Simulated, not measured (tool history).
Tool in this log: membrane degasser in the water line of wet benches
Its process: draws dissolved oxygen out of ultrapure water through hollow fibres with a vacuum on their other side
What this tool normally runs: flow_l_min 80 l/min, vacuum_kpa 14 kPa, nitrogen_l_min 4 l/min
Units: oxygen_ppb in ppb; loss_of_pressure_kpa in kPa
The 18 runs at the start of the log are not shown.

run,day,flow_l_min,vacuum_kpa,nitrogen_l_min,oxygen_ppb,loss_of_pressure_kpa
19,162.908,69,14,4.27,392.6,41.53
20,171.867,53,32.8,8.5,430.2,32.2
21,181.838,49,21.6,8.46,254.5,29.64
22,191.092,66,14,4,400.9,39.99
23,202.104,123,14.8,6.99,538.6,74.15
24,208.646,123,14.8,6.99,542.9,75.15
25,219.329,123,14.8,6.99,543.6,74.35
26,231.579,56,14.8,6.13,252,34.05
27,241.45,56,14.8,6.13,253.3,34.03
28,250.908,80,14,2.56,686.8,48.57
29,257.088,80,21.6,9.35,379.8,48.8
30,263.829,80,21.6,9.35,379.5,48.51
31,274.679,80,21.6,9.35,380.6,48.78

Below are 4 alternative next runs, each starting from the tool's condition after run 31. Predict each:
# day 278.612: vacuum gauge calibrated
A,283.779,94,20.8,4,?,?
# day 278.612: vacuum gauge calibrated
B,283.779,80,23.8,9.9,?,?
# day 278.612: vacuum gauge calibrated
C,283.779,66,21.6,9.35,?,?
# day 278.612: vacuum gauge calibrated
D,283.779,50,29.4,1.87,?,?

run,oxygen_ppb,loss_of_pressure_kpa
A,858.8,57.87
B,396.9,48.85
C,308.7,40.17
D,1302.6,30.5
What these runs would have given with no unlogged condition in the tool:
run,oxygen_ppb,loss_of_pressure_kpa
A,848.8,55.05
B,391,46.46
C,305.2,38.2
D,1296.7,29
